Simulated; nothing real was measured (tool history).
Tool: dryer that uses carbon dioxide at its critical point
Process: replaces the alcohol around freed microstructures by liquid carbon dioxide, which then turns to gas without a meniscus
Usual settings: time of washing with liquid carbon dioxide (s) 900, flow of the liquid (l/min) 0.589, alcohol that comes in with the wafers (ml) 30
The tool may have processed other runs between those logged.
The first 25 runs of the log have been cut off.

run   hour  time of washing with liquid carbon dioxide (s)  flow of the liquid (l/min)  alcohol that comes in with the wafers (ml)  hours of work since the filter was changed  hours of work since the purifier's bed was changed  alcohol left in the vessel before it's heated (ppm by volume)
 26  621.2                                             720                       0.676                                          38                                         436                                                 468                                                            190
 27  651.8                                             720                       0.676                                          38                                         447                                                 480                                                            184
 28  683.8                                             720                       0.676                                          38                                         459                                                 491                                                            194
 29  705.9                                             720                       0.676                                          38                                         467                                                 499                                                            207
 30  733.8                                             600                       0.589                                          53                                         477                                                 509                                                            561
 31  752.6                                             600                       0.403                                          53                                         484                                                 516                                                           1913
 32  774.6                                            1140                       0.650                                          77                                         492                                                 524                                                            170
 33  804.2                                            1380                       0.850                                          77                                         503                                                 535                                                            162

Predict the results of run 34:
     812.0  -- inlet filter changed
 34  818.6                                            1080                       0.672                                          54                                           2                                                 540                                                              ?

{"run 34": {"alcohol left in the vessel before it's heated (ppm by volume)": 164}}
With the hidden condition absent and the run-to-run variation left alone, this run would have shown alcohol left in the vessel before it's heated (ppm by volume) 6.
